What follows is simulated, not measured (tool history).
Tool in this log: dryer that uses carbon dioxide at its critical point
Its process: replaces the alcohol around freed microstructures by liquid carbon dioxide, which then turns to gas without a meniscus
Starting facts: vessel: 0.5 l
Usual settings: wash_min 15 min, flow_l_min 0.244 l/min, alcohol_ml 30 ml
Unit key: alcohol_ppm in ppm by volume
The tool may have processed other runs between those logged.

run 1 day=0 | wash_min=15 flow_l_min=0.244 alcohol_ml=30 | alcohol_ppm=543
run 2 day=2.088 | wash_min=15 flow_l_min=0.244 alcohol_ml=30 | alcohol_ppm=562
-- day=4.138 inlet filter changed
run 3 day=4.138 | wash_min=15 flow_l_min=0.244 alcohol_ml=59 | alcohol_ppm=488
run 4 day=6.692 | wash_min=15 flow_l_min=0.244 alcohol_ml=59 | alcohol_ppm=509
run 5 day=9.208 | wash_min=15 flow_l_min=0.244 alcohol_ml=59 | alcohol_ppm=533
run 6 day=10.608 | wash_min=15 flow_l_min=0.244 alcohol_ml=30 | alcohol_ppm=396
run 7 day=11.996 | wash_min=18 flow_l_min=0.184 alcohol_ml=67 | alcohol_ppm=868
run 8 day=14.438 | wash_min=18 flow_l_min=0.372 alcohol_ml=112 | alcohol_ppm=270
run 9 day=16.792 | wash_min=18 flow_l_min=0.372 alcohol_ml=112 | alcohol_ppm=287
run 10 day=18.825 | wash_min=11 flow_l_min=0.155 alcohol_ml=104 | alcohol_ppm=14418
run 11 day=20.192 | wash_min=11 flow_l_min=0.155 alcohol_ml=104 | alcohol_ppm=15143

Each row is a separate what-if for the run after 11, all from the same tool condition, not one after another. Results?
run A day=21.583 | wash_min=11 flow_l_min=0.155 alcohol_ml=82 | alcohol_ppm=?
run B day=21.583 | wash_min=13 flow_l_min=0.273 alcohol_ml=30 | alcohol_ppm=?
run C day=21.583 | wash_min=11 flow_l_min=0.244 alcohol_ml=23 | alcohol_ppm=?

run=A alcohol_ppm=12498
run=B alcohol_ppm=542
run=C alcohol_ppm=1050
Had the tool no hidden state, the same runs would have come out as:
run=A alcohol_ppm=9175
run=B alcohol_ppm=143
run=C alcohol_ppm=484
